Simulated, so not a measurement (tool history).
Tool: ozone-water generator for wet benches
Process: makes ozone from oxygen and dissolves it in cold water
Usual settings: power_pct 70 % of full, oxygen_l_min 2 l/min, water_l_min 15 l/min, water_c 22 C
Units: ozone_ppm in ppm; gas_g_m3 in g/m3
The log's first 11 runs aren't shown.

run	day	power_pct	oxygen_l_min	water_l_min	water_c	ozone_ppm	gas_g_m3
12	25.092	70	2	15	22	15.1	194.2
13	28	70	2	15	22	15.2	193.7
14	31.246	70	2	15	22	15.2	194.6
15	33.317	70	1.23	15	22	13.6	246.2
16	36.45	70	2	15	22	15.3	192.7
17	39.738	70	2	15	22	15.1	194
18	42.483	70	2	19	16	13	193
19	45.542	70	2	23	22	10.3	193.4
20	47.708	70	2	23	22	10	194.8
21	50.829	70	2	23	22	10.2	194.4
22	52.754	70	2	23	22	10.2	195
23	55.692	70	2	23	22	10.1	193.3

The next listed run, before its measurement:
24	57.883	67	1.32	19	27	?	?

{"run 24": {"ozone_ppm": 10.3, "gas_g_m3": 231.9}}
Without the tool's hidden state the same run would have given ozone_ppm 10.3 ppm, gas_g_m3 232 g/m3.
